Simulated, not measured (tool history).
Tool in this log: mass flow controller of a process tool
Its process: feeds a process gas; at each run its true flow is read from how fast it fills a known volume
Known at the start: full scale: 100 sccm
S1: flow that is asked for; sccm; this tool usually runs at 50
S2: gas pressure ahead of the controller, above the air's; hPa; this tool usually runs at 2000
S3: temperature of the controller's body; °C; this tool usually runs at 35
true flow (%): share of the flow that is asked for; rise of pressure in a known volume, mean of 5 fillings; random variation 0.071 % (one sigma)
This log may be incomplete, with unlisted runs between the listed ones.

{"run": 1, "hour": 0.0, "S1": 50, "S2": 2000, "S3": 35, "true flow (%)": 100.42}
{"run": 2, "hour": 38.9, "S1": 50, "S2": 2000, "S3": 35, "true flow (%)": 100.19}
{"run": 3, "hour": 103.1, "S1": 50, "S2": 2000, "S3": 35, "true flow (%)": 100.46}
{"run": 4, "hour": 149.3, "S1": 50, "S2": 2000, "S3": 35, "true flow (%)": 100.31}
{"run": 5, "hour": 228.9, "S1": 50, "S2": 2000, "S3": 35, "true flow (%)": 100.34}
{"run": 6, "hour": 301.1, "S1": 22, "S2": 2000, "S3": 35, "true flow (%)": 100.46}
{"run": 7, "hour": 379.8, "S1": 22, "S2": 2290, "S3": 35, "true flow (%)": 100.51}
{"run": 8, "hour": 429.2, "S1": 22, "S2": 2290, "S3": 35, "true flow (%)": 100.37}
{"run": 9, "hour": 490.6, "S1": 22, "S2": 2290, "S3": 35, "true flow (%)": 100.7}
{"run": 10, "hour": 566.2, "S1": 50, "S2": 1910, "S3": 35, "true flow (%)": 100.32}
{"run": 11, "hour": 613.4, "S1": 50, "S2": 2060, "S3": 35, "true flow (%)": 100.26}
{"hour": 621.4, "done": "controller's zero set anew"}
{"run": 12, "hour": 670.2, "S1": 50, "S2": 1590, "S3": 35, "true flow (%)": 100.42}
{"run": 13, "hour": 736.9, "S1": 50, "S2": 1590, "S3": 35, "true flow (%)": 100.53}
{"run": 14, "hour": 797.6, "S1": 50, "S2": 1590, "S3": 35, "true flow (%)": 100.51}
{"hour": 805.5, "done": "controller's zero set anew, once more"}
{"run": 15, "hour": 869.8, "S1": 50, "S2": 2000, "S3": 35, "true flow (%)": 100.0}
{"run": 16, "hour": 910.7, "S1": 50, "S2": 2000, "S3": 35, "true flow (%)": 100.08}
{"run": 17, "hour": 961.1, "S1": 50, "S2": 2000, "S3": 35, "true flow (%)": 100.14}
{"run": 18, "hour": 1027.1, "S1": 62, "S2": 2000, "S3": 35, "true flow (%)": 100.02}
{"run": 19, "hour": 1089.6, "S1": 12, "S2": 2000, "S3": 35, "true flow (%)": 100.24}
{"run": 20, "hour": 1146.9, "S1": 36, "S2": 1690, "S3": 27, "true flow (%)": 99.32}
{"run": 21, "hour": 1205.8, "S1": 41, "S2": 2000, "S3": 40, "true flow (%)": 100.46}
{"run": 22, "hour": 1256.4, "S1": 41, "S2": 2000, "S3": 40, "true flow (%)": 100.5}
{"run": 23, "hour": 1290.2, "S1": 41, "S2": 1540, "S3": 25, "true flow (%)": 99.21}
{"run": 24, "hour": 1327.2, "S1": 21, "S2": 2000, "S3": 35, "true flow (%)": 100.14}
{"run": 25, "hour": 1366.1, "S1": 46, "S2": 2000, "S3": 39, "true flow (%)": 100.32}
{"run": 26, "hour": 1441.0, "S1": 46, "S2": 2000, "S3": 39, "true flow (%)": 100.27}
{"run": 27, "hour": 1477.6, "S1": 45, "S2": 1940, "S3": 38, "true flow (%)": 100.14}
{"run": 28, "hour": 1545.8, "S1": 50, "S2": 1610, "S3": 30, "true flow (%)": 99.67}
{"run": 29, "hour": 1580.7, "S1": 50, "S2": 1630, "S3": 35, "true flow (%)": 99.99}
{"run": 30, "hour": 1654.9, "S1": 10, "S2": 1690, "S3": 35, "true flow (%)": 100.52}
{"run": 31, "hour": 1701.0, "S1": 50, "S2": 2000, "S3": 21, "true flow (%)": 98.9}
{"run": 32, "hour": 1744.6, "S1": 31, "S2": 1560, "S3": 35, "true flow (%)": 99.93}
{"run": 33, "hour": 1819.0, "S1": 88, "S2": 2600, "S3": 27, "true flow (%)": 99.75}
{"run": 34, "hour": 1876.3, "S1": 21, "S2": 2600, "S3": 27, "true flow (%)": 99.62}
{"run": 35, "hour": 1950.4, "S1": 21, "S2": 2600, "S3": 27, "true flow (%)": 99.48}

Below, some changes in true flow (%) between adjacent runs. For each, the amount present without the hidden state too (settings, incoming material, random variation) and the amount remaining for the hidden state with gauge scatter not shared by both compared results:
Unlogged tool condition in this case: flow at rest that the sensor doesn't see, % of full scale; true flow over the shown one, %; drift of the gauge itself on true_pct, %.
Run 14 -> 15: S2 1590 -> 2000, controller's zero set anew, once more. true flow (%) -0.51: hidden state -0.40, all else -0.11.
Run 20 -> 21: S1 36 -> 41, S2 1690 -> 2000, S3 27 -> 40. true flow (%) +1.14: hidden state -0.02, all else +1.16.
Run 22 -> 23: S2 2000 -> 1540, S3 40 -> 25. true flow (%) -1.29: hidden state +0.00, all else -1.29.
Run 29 -> 30: S1 50 -> 10, S2 1630 -> 1690. true flow (%) +0.53: hidden state +0.74, all else -0.21.
Run 30 -> 31: S1 10 -> 50, S2 1690 -> 2000, S3 35 -> 21. true flow (%) -1.62: hidden state -0.73, all else -0.89.

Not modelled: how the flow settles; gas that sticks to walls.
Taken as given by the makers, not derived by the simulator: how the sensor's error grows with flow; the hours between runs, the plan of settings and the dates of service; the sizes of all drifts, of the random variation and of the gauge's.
